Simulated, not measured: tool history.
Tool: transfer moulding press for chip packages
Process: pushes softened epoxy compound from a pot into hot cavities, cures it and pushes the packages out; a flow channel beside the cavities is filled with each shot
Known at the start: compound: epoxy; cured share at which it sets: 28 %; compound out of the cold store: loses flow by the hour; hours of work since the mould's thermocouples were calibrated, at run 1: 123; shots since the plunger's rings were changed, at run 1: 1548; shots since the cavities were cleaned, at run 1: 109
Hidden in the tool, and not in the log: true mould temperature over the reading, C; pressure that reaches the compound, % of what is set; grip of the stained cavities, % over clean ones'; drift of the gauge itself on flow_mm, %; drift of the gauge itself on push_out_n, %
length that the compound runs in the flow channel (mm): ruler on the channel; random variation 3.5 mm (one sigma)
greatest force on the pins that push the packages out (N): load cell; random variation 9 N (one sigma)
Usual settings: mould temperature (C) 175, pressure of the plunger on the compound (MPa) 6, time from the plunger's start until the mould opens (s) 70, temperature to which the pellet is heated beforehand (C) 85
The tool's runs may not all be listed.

run,hour,mould temperature (C),pressure of the plunger on the compound (MPa),time from the plunger's start until the mould opens (s),temperature to which the pellet is heated beforehand (C),hours of work since the mould's thermocouples were calibrated,shots since the plunger's rings were changed,shots since the cavities were cleaned,incoming compound's hours out of the cold store,length that the compound runs in the flow channel (mm),greatest force on the pins that push the packages out (N)
1,0,175,6,70,85,123,1548,109,39.1,867,434
2,10.3,175,6,70,85,127,1644,205,47.7,817,456
3,18.4,175,6,70,85,131,1720,281,27.5,928,508
4,32.2,175,6,70,85,137,1849,410,44.2,831,527
5,45.9,175,6,70,85,143,1978,539,24.8,944,578
6,56.4,175,6,70,85,148,2076,637,16.1,993,631
7,65,175,6,70,85,152,2157,718,45,825,553
8,76.3,175,6,70,95,157,2262,823,35,884,607
9,84.5,175,6,55,85,160,2340,901,39.7,860,1108
# hour 95.1: cavities cleaned with cleaning compound and waxed
10,98.9,175,6,70,85,166,2460,35,32.1,899,413
11,109.4,175,6,70,85,171,2559,134,16.9,982,475
12,120.6,175,6,70,85,176,2663,238,47.9,811,466
13,132.9,175,6,105,85,181,2779,354,35.1,874,345
14,139.9,175,6,105,85,184,2844,419,21.2,959,367
15,152.4,175,6,105,85,190,2962,537,10.2,1024,393
# hour 155.1: mould's thermocouples calibrated
16,160.8,173,6,66,85,3,3022,597,16.5,992,864
17,175.4,177,6,95,85,9,3159,734,18,959,405
18,188.6,172,5.27,96,79,15,3283,858,40.9,802,460
19,201.2,172,5.27,96,79,20,3400,975,20.9,907,479
# hour 203.7: cavities cleaned with cleaning compound and waxed
20,212.3,172,5.27,96,79,25,3491,81,33.4,838,325
21,221.2,172,5.27,96,79,29,3574,164,46.2,782,350

Run 22 comes next. What will it give?
22,235.7,175,6.83,69,85,35,3709,299,8.1,?,?

{"run 22": {"length that the compound runs in the flow channel (mm)": 1096, "greatest force on the pins that push the packages out (N)": 567}}
Without the tool's hidden state the same run would have given length that the compound runs in the flow channel (mm) 1130, greatest force on the pins that push the packages out (N) 427.
